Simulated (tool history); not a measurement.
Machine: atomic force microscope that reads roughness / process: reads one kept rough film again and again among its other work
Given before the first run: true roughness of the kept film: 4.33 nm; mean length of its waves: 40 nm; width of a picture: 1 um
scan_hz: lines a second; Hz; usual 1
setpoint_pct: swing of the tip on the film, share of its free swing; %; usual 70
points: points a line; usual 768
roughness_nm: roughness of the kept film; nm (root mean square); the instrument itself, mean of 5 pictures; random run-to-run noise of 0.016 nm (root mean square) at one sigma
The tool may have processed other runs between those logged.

run    hour  scan_hz  setpoint_pct  points  roughness_nm
  1       0        1            70     768         3.802
  2    27.3        1            70     768         3.673
  3    52.5        1            70     768         3.564
  4    68.2        1            70     768         3.487
  5    83.8        1            88     768         3.211
  6   111.2        1            70     601         3.312
  7   142.8        1            70     601         3.221
  8   160.9        1            70     601         3.138
  9   189.1        1            70     364          3.06
      204.6  -- new tip fitted
 10   206.1        1            70     768         3.795
 11   228.7        1            70     768         3.679
 12   244.6        1            70     768         3.623
 13   275.7        1            70     578         3.444
 14   297.8        1            70     578         3.352
 15   329.7        1            70     578         3.285
 16   352.9        1            70     578         3.202
 17   387.6        1            70     578         3.091
      409.9  -- new tip fitted
 18   421.4     0.84            70     768         3.796
 19   444.6     0.84            70     768         3.681
 20   459.6     0.84            70     768         3.593
 21     480     0.84            70     473         3.548
 22   509.8        1            70     768         3.366
 23   537.2        1            64     768           3.3
      540.1  -- height scale calibrated on a step standard
 24   568.8        1            64     768         3.206
 25   591.3        1            64     768         3.138
      615.4  -- new tip fitted
 26   626.6        1            64     768         3.854
 27   659.9        1            64     768         3.661
 28   676.1      0.9            60    1010         3.655
 29   710.6      0.9            60    1010         3.469
 30   740.8      0.9            58    1020         3.382
      759.4  -- height scale calibrated on a step standard, once more
 31     760      0.9            58     639         3.256
 32   792.8      0.9            58     639          3.18
 33   814.6      0.9            58     639         3.107
      822.9  -- new tip fitted
 34     841        1            58     684         3.847
 35   862.4     2.21            61     758         3.565
 36   898.7     3.11            60     795         3.351
 37   921.2     2.08            70     768         3.202
 38     937        1            58     832         3.412
 39     965        1            58     832         3.313
 40  1000.4        1            78     699         3.008
     1029.1  -- new tip fitted
 41  1038.4        1            78     699         3.653
 42  1075.3        1            78     699         3.499
 43  1108.5        1            78     699         3.365
 44    1124        1            78     699         3.296
 45  1143.9        1            78     699         3.241
 46  1159.7     1.75            60     972         3.262
 47  1189.3        1            81     623         3.008
 48  1224.4     3.55            75     258         2.517
     1234.6  -- new tip fitted
 49  1262.4      2.9            80     599         3.038
 50  1287.4     1.13            72     353         3.521
 51  1308.2     1.13            72     353         3.421
 52  1325.2     0.69            62     480         3.496
 53  1360.2     0.51            70     653         3.391
 54  1397.5     1.11            62     918         3.218

Forecast each of these 3 alternatives for the next run:
  A  1433.9     1.25            55     768             ?
  B  1433.9        1            60     768             ?
  C  1433.9     0.73            65     768             ?

run  roughness_nm
  A         3.117
  B         3.099
  C         3.115
With the hidden condition removed and each run's random variation left untouched, the same runs would have given:
run  roughness_nm
  A         3.914
  B          3.89
  C         3.912
